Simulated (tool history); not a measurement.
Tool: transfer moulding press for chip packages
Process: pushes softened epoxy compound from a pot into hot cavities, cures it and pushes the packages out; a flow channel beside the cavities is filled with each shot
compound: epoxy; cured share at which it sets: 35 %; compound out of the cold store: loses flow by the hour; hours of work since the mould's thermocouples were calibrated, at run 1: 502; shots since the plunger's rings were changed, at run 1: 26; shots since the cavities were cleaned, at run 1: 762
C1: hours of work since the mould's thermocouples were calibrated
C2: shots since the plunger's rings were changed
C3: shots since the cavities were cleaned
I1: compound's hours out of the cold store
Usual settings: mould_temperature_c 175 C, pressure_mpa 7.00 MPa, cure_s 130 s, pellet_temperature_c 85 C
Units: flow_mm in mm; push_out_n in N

{"run": 1, "hour": 0.0, "mould_temperature_c": 175, "pressure_mpa": 7.0, "cure_s": 130, "pellet_temperature_c": 85, "C1": 502, "C2": 26, "C3": 762, "I1": 15.6, "flow_mm": 744, "push_out_n": 490}
{"hour": 35.4, "done": "cavities cleaned with cleaning compound and waxed"}
{"run": 2, "hour": 67.9, "mould_temperature_c": 175, "pressure_mpa": 7.0, "cure_s": 130, "pellet_temperature_c": 85, "C1": 533, "C2": 519, "C3": 241, "I1": 18.2, "flow_mm": 742, "push_out_n": 504}
{"run": 3, "hour": 110.9, "mould_temperature_c": 175, "pressure_mpa": 7.18, "cure_s": 130, "pellet_temperature_c": 85, "C1": 554, "C2": 839, "C3": 561, "I1": 43.6, "flow_mm": 685, "push_out_n": 484}
{"hour": 172.5, "done": "cavities cleaned with cleaning compound and waxed"}
{"run": 4, "hour": 190.6, "mould_temperature_c": 175, "pressure_mpa": 7.18, "cure_s": 130, "pellet_temperature_c": 85, "C1": 591, "C2": 1420, "C3": 134, "I1": 25.2, "flow_mm": 724, "push_out_n": 497}
{"run": 5, "hour": 247.1, "mould_temperature_c": 175, "pressure_mpa": 7.18, "cure_s": 130, "pellet_temperature_c": 85, "C1": 617, "C2": 1840, "C3": 554, "I1": 39.4, "flow_mm": 684, "push_out_n": 475}
{"hour": 311.7, "done": "cavities cleaned with cleaning compound and waxed"}
{"run": 6, "hour": 326.5, "mould_temperature_c": 169, "pressure_mpa": 7.0, "cure_s": 130, "pellet_temperature_c": 85, "C1": 654, "C2": 2419, "C3": 110, "I1": 11.2, "flow_mm": 777, "push_out_n": 839}
{"run": 7, "hour": 395.1, "mould_temperature_c": 169, "pressure_mpa": 7.0, "cure_s": 130, "pellet_temperature_c": 85, "C1": 687, "C2": 2928, "C3": 619, "I1": 41.2, "flow_mm": 707, "push_out_n": 783}
{"hour": 428.2, "done": "plunger's sealing rings changed"}
{"hour": 452.8, "done": "cavities cleaned with cleaning compound and waxed"}
{"run": 8, "hour": 481.3, "mould_temperature_c": 169, "pressure_mpa": 7.0, "cure_s": 130, "pellet_temperature_c": 85, "C1": 726, "C2": 383, "C3": 212, "I1": 34.8, "flow_mm": 724, "push_out_n": 750}
{"hour": 573.9, "done": "mould's thermocouples calibrated"}
{"run": 9, "hour": 574.8, "mould_temperature_c": 172, "pressure_mpa": 7.0, "cure_s": 130, "pellet_temperature_c": 85, "C1": 0, "C2": 1063, "C3": 892, "I1": 14.3, "flow_mm": 764, "push_out_n": 620}
{"hour": 590.5, "done": "cavities cleaned with cleaning compound and waxed"}
{"run": 10, "hour": 640.2, "mould_temperature_c": 172, "pressure_mpa": 7.0, "cure_s": 130, "pellet_temperature_c": 85, "C1": 31, "C2": 1538, "C3": 370, "I1": 8.5, "flow_mm": 767, "push_out_n": 637}
{"hour": 727.6, "done": "cavities cleaned with cleaning compound and waxed"}
{"run": 11, "hour": 730.7, "mould_temperature_c": 172, "pressure_mpa": 7.0, "cure_s": 130, "pellet_temperature_c": 85, "C1": 73, "C2": 2199, "C3": 22, "I1": 12.4, "flow_mm": 763, "push_out_n": 650}
{"run": 12, "hour": 823.4, "mould_temperature_c": 172, "pressure_mpa": 7.0, "cure_s": 130, "pellet_temperature_c": 85, "C1": 117, "C2": 2888, "C3": 711, "I1": 42.4, "flow_mm": 677, "push_out_n": 582}
{"hour": 865.3, "done": "plunger's sealing rings changed"}
{"hour": 866.8, "done": "cavities cleaned with cleaning compound and waxed"}
{"run": 13, "hour": 894.8, "mould_temperature_c": 172, "pressure_mpa": 7.0, "cure_s": 130, "pellet_temperature_c": 85, "C1": 149, "C2": 208, "C3": 208, "I1": 22.1, "flow_mm": 741, "push_out_n": 632}
{"run": 14, "hour": 972.5, "mould_temperature_c": 172, "pressure_mpa": 7.0, "cure_s": 130, "pellet_temperature_c": 85, "C1": 185, "C2": 786, "C3": 786, "I1": 22.8, "flow_mm": 726, "push_out_n": 628}
{"hour": 1005.3, "done": "cavities cleaned with cleaning compound and waxed"}
{"run": 15, "hour": 1051.1, "mould_temperature_c": 169, "pressure_mpa": 5.6, "cure_s": 132, "pellet_temperature_c": 94, "C1": 222, "C2": 1359, "C3": 341, "I1": 26.7, "flow_mm": 664, "push_out_n": 744}
{"run": 16, "hour": 1105.1, "mould_temperature_c": 181, "pressure_mpa": 7.28, "cure_s": 152, "pellet_temperature_c": 88, "C1": 247, "C2": 1760, "C3": 742, "I1": 20.4, "flow_mm": 729, "push_out_n": 364}
{"hour": 1140.7, "done": "cavities cleaned with cleaning compound and waxed"}
{"run": 17, "hour": 1173.0, "mould_temperature_c": 175, "pressure_mpa": 7.0, "cure_s": 137, "pellet_temperature_c": 91, "C1": 279, "C2": 2253, "C3": 240, "I1": 42.3, "flow_mm": 664, "push_out_n": 439}
{"run": 18, "hour": 1263.7, "mould_temperature_c": 182, "pressure_mpa": 7.56, "cure_s": 122, "pellet_temperature_c": 85, "C1": 322, "C2": 2927, "C3": 914, "I1": 39.4, "flow_mm": 666, "push_out_n": 407}
{"hour": 1276.2, "done": "cavities cleaned with cleaning compound and waxed"}
{"hour": 1299.4, "done": "plunger's sealing rings changed"}
{"run": 19, "hour": 1343.9, "mould_temperature_c": 175, "pressure_mpa": 7.0, "cure_s": 155, "pellet_temperature_c": 88, "C1": 358, "C2": 331, "C3": 485, "I1": 29.5, "flow_mm": 705, "push_out_n": 409}
{"run": 20, "hour": 1399.2, "mould_temperature_c": 181, "pressure_mpa": 6.65, "cure_s": 116, "pellet_temperature_c": 80, "C1": 384, "C2": 742, "C3": 896, "I1": 28.9, "flow_mm": 662, "push_out_n": 426}
{"hour": 1414.2, "done": "cavities cleaned with cleaning compound and waxed"}
{"run": 21, "hour": 1446.9, "mould_temperature_c": 182, "pressure_mpa": 7.0, "cure_s": 130, "pellet_temperature_c": 91, "C1": 406, "C2": 1085, "C3": 242, "I1": 41.5, "flow_mm": 649, "push_out_n": 376}
{"run": 22, "hour": 1521.1, "mould_temperature_c": 174, "pressure_mpa": 6.77, "cure_s": 162, "pellet_temperature_c": 84, "C1": 441, "C2": 1636, "C3": 793, "I1": 34.0, "flow_mm": 684, "push_out_n": 411}
{"hour": 1549.4, "done": "cavities cleaned with cleaning compound and waxed"}
{"run": 23, "hour": 1587.4, "mould_temperature_c": 174, "pressure_mpa": 6.77, "cure_s": 162, "pellet_temperature_c": 84, "C1": 472, "C2": 2119, "C3": 283, "I1": 21.9, "flow_mm": 713, "push_out_n": 404}
{"run": 24, "hour": 1632.8, "mould_temperature_c": 177, "pressure_mpa": 7.0, "cure_s": 130, "pellet_temperature_c": 85, "C1": 493, "C2": 2456, "C3": 620, "I1": 47.4, "flow_mm": 650, "push_out_n": 438}
{"hour": 1685.2, "done": "cavities cleaned with cleaning compound and waxed"}
{"run": 25, "hour": 1689.7, "mould_temperature_c": 172, "pressure_mpa": 7.0, "cure_s": 130, "pellet_temperature_c": 85, "C1": 519, "C2": 2867, "C3": 33, "I1": 14.1, "flow_mm": 765, "push_out_n": 631}
{"hour": 1731.1, "done": "plunger's sealing rings changed"}
{"run": 26, "hour": 1770.3, "mould_temperature_c": 173, "pressure_mpa": 7.0, "cure_s": 122, "pellet_temperature_c": 90, "C1": 556, "C2": 291, "C3": 613, "I1": 30.9, "flow_mm": 713, "push_out_n": 639}

Forecast each of these 5 alternatives for the next run:
{"hour": 1822.2, "done": "cavities cleaned with cleaning compound and waxed"}
{"run": "A", "hour": 1869.6, "mould_temperature_c": 173, "pressure_mpa": 7.0, "cure_s": 113, "pellet_temperature_c": 90, "C1": 603, "C2": 1019, "C3": 353, "I1": 43.6, "flow_mm": "?", "push_out_n": "?"}
{"hour": 1822.2, "done": "cavities cleaned with cleaning compound and waxed"}
{"run": "B", "hour": 1869.6, "mould_temperature_c": 175, "pressure_mpa": 6.11, "cure_s": 146, "pellet_temperature_c": 81, "C1": 603, "C2": 1019, "C3": 353, "I1": 13.1, "flow_mm": "?", "push_out_n": "?"}
{"hour": 1822.2, "done": "cavities cleaned with cleaning compound and waxed"}
{"run": "C", "hour": 1869.6, "mould_temperature_c": 171, "pressure_mpa": 7.0, "cure_s": 146, "pellet_temperature_c": 83, "C1": 603, "C2": 1019, "C3": 353, "I1": 28.6, "flow_mm": "?", "push_out_n": "?"}
{"hour": 1822.2, "done": "cavities cleaned with cleaning compound and waxed"}
{"run": "D", "hour": 1869.6, "mould_temperature_c": 169, "pressure_mpa": 7.0, "cure_s": 122, "pellet_temperature_c": 82, "C1": 603, "C2": 1019, "C3": 353, "I1": 13.6, "flow_mm": "?", "push_out_n": "?"}
{"hour": 1822.2, "done": "cavities cleaned with cleaning compound and waxed"}
{"run": "E", "hour": 1869.6, "mould_temperature_c": 173, "pressure_mpa": 7.0, "cure_s": 131, "pellet_temperature_c": 90, "C1": 603, "C2": 1019, "C3": 353, "I1": 23.9, "flow_mm": "?", "push_out_n": "?"}

run=A flow_mm=684 push_out_n=722
run=B flow_mm=703 push_out_n=427
run=C flow_mm=722 push_out_n=523
run=D flow_mm=789 push_out_n=980
run=E flow_mm=727 push_out_n=552
Without the tool's hidden state the same runs would have given:
run=A flow_mm=684 push_out_n=716
run=B flow_mm=703 push_out_n=424
run=C flow_mm=723 push_out_n=519
run=D flow_mm=789 push_out_n=973
run=E flow_mm=727 push_out_n=547
